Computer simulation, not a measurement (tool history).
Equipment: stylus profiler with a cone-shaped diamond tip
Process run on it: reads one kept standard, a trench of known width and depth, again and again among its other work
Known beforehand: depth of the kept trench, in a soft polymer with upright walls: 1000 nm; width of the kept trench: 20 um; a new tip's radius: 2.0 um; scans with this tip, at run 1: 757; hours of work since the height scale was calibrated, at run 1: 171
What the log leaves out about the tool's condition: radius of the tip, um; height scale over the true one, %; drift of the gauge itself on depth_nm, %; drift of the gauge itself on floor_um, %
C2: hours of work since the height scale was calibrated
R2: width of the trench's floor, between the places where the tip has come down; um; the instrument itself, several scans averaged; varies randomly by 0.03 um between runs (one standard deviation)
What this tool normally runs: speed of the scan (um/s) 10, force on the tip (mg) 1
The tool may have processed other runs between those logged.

{"run": 1, "hour": 0.0, "speed of the scan (um/s)": 10, "force on the tip (mg)": 1, "scans with this tip": 757, "C2": 171, "depth of the trench (nm)": 1008.81, "R2": 16.24}
{"run": 2, "hour": 8.5, "speed of the scan (um/s)": 10, "force on the tip (mg)": 1, "scans with this tip": 773, "C2": 175, "depth of the trench (nm)": 1008.28, "R2": 16.26}
{"run": 3, "hour": 25.6, "speed of the scan (um/s)": 11, "force on the tip (mg)": 1, "scans with this tip": 806, "C2": 182, "depth of the trench (nm)": 1008.6, "R2": 16.23}
{"run": 4, "hour": 32.9, "speed of the scan (um/s)": 11, "force on the tip (mg)": 0.83, "scans with this tip": 820, "C2": 186, "depth of the trench (nm)": 1007.6, "R2": 16.23}
{"run": 5, "hour": 40.5, "speed of the scan (um/s)": 11, "force on the tip (mg)": 0.83, "scans with this tip": 834, "C2": 189, "depth of the trench (nm)": 1007.75, "R2": 16.2}
{"run": 6, "hour": 49.4, "speed of the scan (um/s)": 11, "force on the tip (mg)": 0.83, "scans with this tip": 851, "C2": 193, "depth of the trench (nm)": 1007.66, "R2": 16.22}
{"run": 7, "hour": 65.8, "speed of the scan (um/s)": 7, "force on the tip (mg)": 1, "scans with this tip": 882, "C2": 200, "depth of the trench (nm)": 1008.6, "R2": 16.23}
{"run": 8, "hour": 83.2, "speed of the scan (um/s)": 7, "force on the tip (mg)": 1, "scans with this tip": 916, "C2": 207, "depth of the trench (nm)": 1008.8, "R2": 16.27}
{"run": 9, "hour": 97.5, "speed of the scan (um/s)": 7, "force on the tip (mg)": 1, "scans with this tip": 943, "C2": 214, "depth of the trench (nm)": 1009.13, "R2": 16.25}
{"run": 10, "hour": 110.3, "speed of the scan (um/s)": 10, "force on the tip (mg)": 1, "scans with this tip": 967, "C2": 219, "depth of the trench (nm)": 1008.86, "R2": 16.18}
{"run": 11, "hour": 121.8, "speed of the scan (um/s)": 10, "force on the tip (mg)": 2.79, "scans with this tip": 989, "C2": 224, "depth of the trench (nm)": 1017.56, "R2": 16.22}
{"run": 12, "hour": 136.2, "speed of the scan (um/s)": 10, "force on the tip (mg)": 2.79, "scans with this tip": 1017, "C2": 230, "depth of the trench (nm)": 1017.53, "R2": 16.23}
{"run": 13, "hour": 150.8, "speed of the scan (um/s)": 10, "force on the tip (mg)": 1, "scans with this tip": 1044, "C2": 236, "depth of the trench (nm)": 1008.92, "R2": 16.26}
{"run": 14, "hour": 162.4, "speed of the scan (um/s)": 10, "force on the tip (mg)": 1, "scans with this tip": 1067, "C2": 242, "depth of the trench (nm)": 1008.79, "R2": 16.19}
{"run": 15, "hour": 179.7, "speed of the scan (um/s)": 10, "force on the tip (mg)": 1, "scans with this tip": 1099, "C2": 249, "depth of the trench (nm)": 1009.15, "R2": 16.22}
{"run": 16, "hour": 190.8, "speed of the scan (um/s)": 10, "force on the tip (mg)": 1, "scans with this tip": 1121, "C2": 254, "depth of the trench (nm)": 1009.02, "R2": 16.22}
{"run": 17, "hour": 204.9, "speed of the scan (um/s)": 10, "force on the tip (mg)": 1, "scans with this tip": 1147, "C2": 260, "depth of the trench (nm)": 1008.67, "R2": 16.15}
{"run": 18, "hour": 212.3, "speed of the scan (um/s)": 10, "force on the tip (mg)": 1, "scans with this tip": 1162, "C2": 263, "depth of the trench (nm)": 1009.03, "R2": 16.21}
{"run": 19, "hour": 228.5, "speed of the scan (um/s)": 10, "force on the tip (mg)": 1, "scans with this tip": 1193, "C2": 270, "depth of the trench (nm)": 1009.06, "R2": 16.19}
{"hour": 229.8, "done": "height scale calibrated on a step standard"}
{"run": 20, "hour": 238.8, "speed of the scan (um/s)": 3, "force on the tip (mg)": 0.41, "scans with this tip": 1211, "C2": 4, "depth of the trench (nm)": 1005.31, "R2": 16.21}
{"run": 21, "hour": 254.3, "speed of the scan (um/s)": 3, "force on the tip (mg)": 0.41, "scans with this tip": 1241, "C2": 11, "depth of the trench (nm)": 1005.13, "R2": 16.21}
{"run": 22, "hour": 266.0, "speed of the scan (um/s)": 34, "force on the tip (mg)": 1.49, "scans with this tip": 1263, "C2": 16, "depth of the trench (nm)": 1011.96, "R2": 15.91}
{"run": 23, "hour": 277.8, "speed of the scan (um/s)": 10, "force on the tip (mg)": 2.04, "scans with this tip": 1286, "C2": 21, "depth of the trench (nm)": 1014.53, "R2": 16.2}
{"hour": 288.5, "done": "height scale calibrated on a step standard, once more"}
{"run": 24, "hour": 293.1, "speed of the scan (um/s)": 24, "force on the tip (mg)": 0.37, "scans with this tip": 1314, "C2": 2, "depth of the trench (nm)": 1004.13, "R2": 15.86}
{"run": 25, "hour": 301.3, "speed of the scan (um/s)": 29, "force on the tip (mg)": 0.67, "scans with this tip": 1329, "C2": 6, "depth of the trench (nm)": 1006.45, "R2": 15.89}
{"run": 26, "hour": 315.6, "speed of the scan (um/s)": 29, "force on the tip (mg)": 0.67, "scans with this tip": 1357, "C2": 12, "depth of the trench (nm)": 1006.22, "R2": 15.91}
{"run": 27, "hour": 328.5, "speed of the scan (um/s)": 2, "force on the tip (mg)": 0.51, "scans with this tip": 1381, "C2": 17, "depth of the trench (nm)": 1005.66, "R2": 16.31}
{"run": 28, "hour": 344.1, "speed of the scan (um/s)": 2, "force on the tip (mg)": 0.51, "scans with this tip": 1411, "C2": 24, "depth of the trench (nm)": 1005.58, "R2": 16.17}
{"run": 29, "hour": 354.6, "speed of the scan (um/s)": 10, "force on the tip (mg)": 0.38, "scans with this tip": 1431, "C2": 29, "depth of the trench (nm)": 1004.36, "R2": 16.09}
{"run": 30, "hour": 366.0, "speed of the scan (um/s)": 19, "force on the tip (mg)": 0.54, "scans with this tip": 1453, "C2": 33, "depth of the trench (nm)": 1006.17, "R2": 16}
{"run": 31, "hour": 377.1, "speed of the scan (um/s)": 9, "force on the tip (mg)": 2.69, "scans with this tip": 1474, "C2": 38, "depth of the trench (nm)": 1016.75, "R2": 16.21}
{"run": 32, "hour": 388.1, "speed of the scan (um/s)": 2, "force on the tip (mg)": 0.37, "scans with this tip": 1495, "C2": 43, "depth of the trench (nm)": 1004.34, "R2": 16.21}
{"run": 33, "hour": 398.0, "speed of the scan (um/s)": 2, "force on the tip (mg)": 0.37, "scans with this tip": 1514, "C2": 47, "depth of the trench (nm)": 1004.16, "R2": 16.19}
{"run": 34, "hour": 405.0, "speed of the scan (um/s)": 2, "force on the tip (mg)": 0.37, "scans with this tip": 1527, "C2": 50, "depth of the trench (nm)": 1004.29, "R2": 16.2}
{"run": 35, "hour": 420.4, "speed of the scan (um/s)": 9, "force on the tip (mg)": 0.79, "scans with this tip": 1557, "C2": 57, "depth of the trench (nm)": 1006.94, "R2": 16.16}
{"run": 36, "hour": 437.3, "speed of the scan (um/s)": 9, "force on the tip (mg)": 0.79, "scans with this tip": 1589, "C2": 64, "depth of the trench (nm)": 1007.76, "R2": 16.16}
{"run": 37, "hour": 449.0, "speed of the scan (um/s)": 7, "force on the tip (mg)": 1.51, "scans with this tip": 1611, "C2": 69, "depth of the trench (nm)": 1011.22, "R2": 16.1}
{"run": 38, "hour": 466.3, "speed of the scan (um/s)": 7, "force on the tip (mg)": 1.51, "scans with this tip": 1644, "C2": 77, "depth of the trench (nm)": 1011.05, "R2": 16.18}

Each row is a separate what-if for the run after 38, all from the same tool condition, not one after another. Results?
{"run": "A", "hour": 480.9, "speed of the scan (um/s)": 14, "force on the tip (mg)": 1.18, "scans with this tip": 1672, "C2": 83, "depth of the trench (nm)": "?", "R2": "?"}
{"run": "B", "hour": 480.9, "speed of the scan (um/s)": 4, "force on the tip (mg)": 0.43, "scans with this tip": 1672, "C2": 83, "depth of the trench (nm)": "?", "R2": "?"}
{"run": "C", "hour": 480.9, "speed of the scan (um/s)": 3, "force on the tip (mg)": 0.45, "scans with this tip": 1672, "C2": 83, "depth of the trench (nm)": "?", "R2": "?"}
{"run": "D", "hour": 480.9, "speed of the scan (um/s)": 15, "force on the tip (mg)": 0.34, "scans with this tip": 1672, "C2": 83, "depth of the trench (nm)": "?", "R2": "?"}
{"run": "E", "hour": 480.9, "speed of the scan (um/s)": 29, "force on the tip (mg)": 1.51, "scans with this tip": 1672, "C2": 83, "depth of the trench (nm)": "?", "R2": "?"}

run=A depth_of_the_trench_(nm)=1009.74 R2=16.08
run=B depth_of_the_trench_(nm)=1004.87 R2=16.16
run=C depth_of_the_trench_(nm)=1005.14 R2=16.15
run=D depth_of_the_trench_(nm)=1004.1 R2=15.94
run=E depth_of_the_trench_(nm)=1011.47 R2=15.96
The same runs, with their run-to-run variation unchanged, on a tool lacking any hidden condition would have given:
run=A depth_of_the_trench_(nm)=1009.69 R2=16.38
run=B depth_of_the_trench_(nm)=1004.83 R2=16.46
run=C depth_of_the_trench_(nm)=1005.09 R2=16.46
run=D depth_of_the_trench_(nm)=1004.06 R2=16.25
run=E depth_of_the_trench_(nm)=1011.42 R2=16.27
